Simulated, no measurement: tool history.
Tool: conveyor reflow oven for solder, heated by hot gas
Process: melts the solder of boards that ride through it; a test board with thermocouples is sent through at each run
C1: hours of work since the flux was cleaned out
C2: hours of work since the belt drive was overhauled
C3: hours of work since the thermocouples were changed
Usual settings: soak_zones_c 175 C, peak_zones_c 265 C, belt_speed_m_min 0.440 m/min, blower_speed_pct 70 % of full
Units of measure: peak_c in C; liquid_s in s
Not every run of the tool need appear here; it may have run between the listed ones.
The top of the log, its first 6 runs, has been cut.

Run 7, hour 68.8: usual settings but belt_speed_m_min 0.507 m/min; C1 132; C2 78; C3 408. Result: peak_c 241.8 C, liquid_s 43.0 s.
Run 8, hour 76.5: usual settings; C1 135; C2 82; C3 411. Result: peak_c 247.1 C, liquid_s 56.3 s.
Run 9, hour 89.5: usual settings but belt_speed_m_min 0.506 m/min; C1 141; C2 88; C3 417. Result: peak_c 241.9 C, liquid_s 43.2 s.
Run 10, hour 105.1: usual settings; C1 148; C2 95; C3 424. Result: peak_c 246.7 C, liquid_s 56.2 s.
Run 11, hour 116.0: usual settings; C1 153; C2 100; C3 429. Result: peak_c 247.1 C, liquid_s 56.2 s.
Run 12, hour 123.6: usual settings; C1 157; C2 103; C3 433. Result: peak_c 247.3 C, liquid_s 55.8 s.
Run 13, hour 131.0: usual settings; C1 160; C2 107; C3 436. Result: peak_c 247.3 C, liquid_s 55.7 s.
Run 14, hour 145.0: usual settings; C1 166; C2 113; C3 443. Result: peak_c 247.4 C, liquid_s 56.5 s.
Run 15, hour 156.6: usual settings; C1 172; C2 119; C3 448. Result: peak_c 247.2 C, liquid_s 56.4 s.
Run 16, hour 173.9: usual settings; C1 180; C2 126; C3 456. Result: peak_c 246.7 C, liquid_s 55.9 s.

For run 17, what comes out?
Run 17, hour 184.1: usual settings but blower_speed_pct 71 % of full; C1 184; C2 131; C3 461. Result: peak_c ?, liquid_s ?.

{"run 17": {"peak_c": 247.2, "liquid_s": 56.4}}
Minus the tool's unlogged condition, the same run would have read peak_c 247.1 C, liquid_s 56.4 s.

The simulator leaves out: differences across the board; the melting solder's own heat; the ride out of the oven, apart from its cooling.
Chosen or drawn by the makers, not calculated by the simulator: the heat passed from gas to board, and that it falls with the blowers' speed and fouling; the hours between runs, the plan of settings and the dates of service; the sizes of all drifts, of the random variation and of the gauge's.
